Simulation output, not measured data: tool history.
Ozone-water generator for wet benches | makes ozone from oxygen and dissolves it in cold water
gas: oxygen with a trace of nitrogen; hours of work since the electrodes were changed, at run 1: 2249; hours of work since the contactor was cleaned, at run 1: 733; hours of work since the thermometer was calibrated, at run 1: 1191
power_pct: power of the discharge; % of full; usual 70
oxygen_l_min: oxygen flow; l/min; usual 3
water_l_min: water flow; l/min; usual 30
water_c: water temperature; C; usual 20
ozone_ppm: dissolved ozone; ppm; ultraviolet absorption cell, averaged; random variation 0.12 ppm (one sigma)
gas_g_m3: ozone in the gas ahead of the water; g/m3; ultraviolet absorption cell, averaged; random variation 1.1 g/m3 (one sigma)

| run | hour | power_pct | oxygen_l_min | water_l_min | water_c | hours of work since the electrodes were changed | hours of work since the contactor was cleaned | hours of work since the thermometer was calibrated | ozone_ppm | gas_g_m3 |
|---|---|---|---|---|---|---|---|---|---|---|
| 1 | 0 | 70 | 3 | 30 | 20 | 2249 | 733 | 1191 | 11.6 | 196.9 |
| 2 | 73.3 | 70 | 3 | 30 | 20 | 2303 | 787 | 1245 | 11.5 | 195.8 |
| 3 | 128 | 70 | 3 | 30 | 20 | 2344 | 828 | 1285 | 11.7 | 194.6 |
| 4 | 161.2 | 70 | 3 | 30 | 20 | 2368 | 852 | 1310 | 11.6 | 195.8 |
| 5 | 193.1 | 70 | 3 | 30 | 20 | 2392 | 876 | 1334 | 11.9 | 197.6 |
| 6 | 231.5 | 70 | 3 | 30 | 20 | 2420 | 905 | 1362 | 11.6 | 196.5 |
| 7 | 280.7 | 70 | 3 | 30 | 20 | 2457 | 941 | 1398 | 11.5 | 198.6 |
| 8 | 353.4 | 70 | 3 | 30 | 20 | 2511 | 995 | 1452 | 11.7 | 198.4 |
| 9 | 420.5 | 70 | 3 | 30 | 20 | 2560 | 1044 | 1502 | 11.7 | 196.4 |
| 10 | 477.4 | 70 | 3 | 30 | 20 | 2602 | 1087 | 1544 | 11.5 | 199.7 |
| 11 | 526.7 | 87 | 3 | 19 | 24 | 2639 | 1123 | 1581 | 19.7 | 243.2 |
| 12 | 565.7 | 70 | 2.06 | 28 | 20 | 2668 | 1152 | 1610 | 10.6 | 227.6 |
| 13 | 637.7 | 70 | 2.06 | 29 | 18 | 2721 | 1205 | 1663 | 10.4 | 229.5 |
| 14 | 688.4 | 70 | 2.65 | 22 | 28 | 2759 | 1243 | 1700 | 13.2 | 208.2 |
| 15 | 754.2 | 70 | 2.65 | 22 | 28 | 2808 | 1292 | 1749 | 13.1 | 208.9 |
|  | 765.1 | gauge calibrated |
| 16 | 801.3 | 77 | 4.48 | 43 | 15 | 2842 | 1327 | 1784 | 11.1 | 183 |
| 17 | 858.9 | 77 | 4.48 | 43 | 15 | 2885 | 1369 | 1827 | 11.2 | 183.7 |
| 18 | 913.2 | 70 | 3.67 | 22 | 20 | 2925 | 1409 | 1867 | 16.2 | 182.1 |
| 19 | 961.4 | 94 | 2.11 | 29 | 20 | 2961 | 1445 | 1903 | 13.6 | 291.9 |

5 ways to go on from here, each from the tool as it stands after run 19. What would each give?
| A | 1001 | 62 | 3 | 30 | 20 | 2990 | 1474 | 1932 | ? | ? |
| B | 1001 | 76 | 1.7 | 36 | 20 | 2990 | 1474 | 1932 | ? | ? |
| C | 1001 | 78 | 3.04 | 25 | 20 | 2990 | 1474 | 1932 | ? | ? |
| D | 1001 | 41 | 3.1 | 36 | 20 | 2990 | 1474 | 1932 | ? | ? |
| E | 1001 | 57 | 2.03 | 30 | 20 | 2990 | 1474 | 1932 | ? | ? |

| run | ozone_ppm | gas_g_m3 |
|---|---|---|
| A | 10.4 | 176.9 |
| B | 8.2 | 264 |
| C | 15.2 | 215.6 |
| D | 6 | 119.5 |
| E | 8.2 | 190.2 |
Without the tool's hidden state the same runs would have given:
| run | ozone_ppm | gas_g_m3 |
|---|---|---|
| A | 10.4 | 175.4 |
| B | 8.2 | 261.8 |
| C | 15.2 | 213.8 |
| D | 6 | 118.5 |
| E | 8.2 | 188.6 |
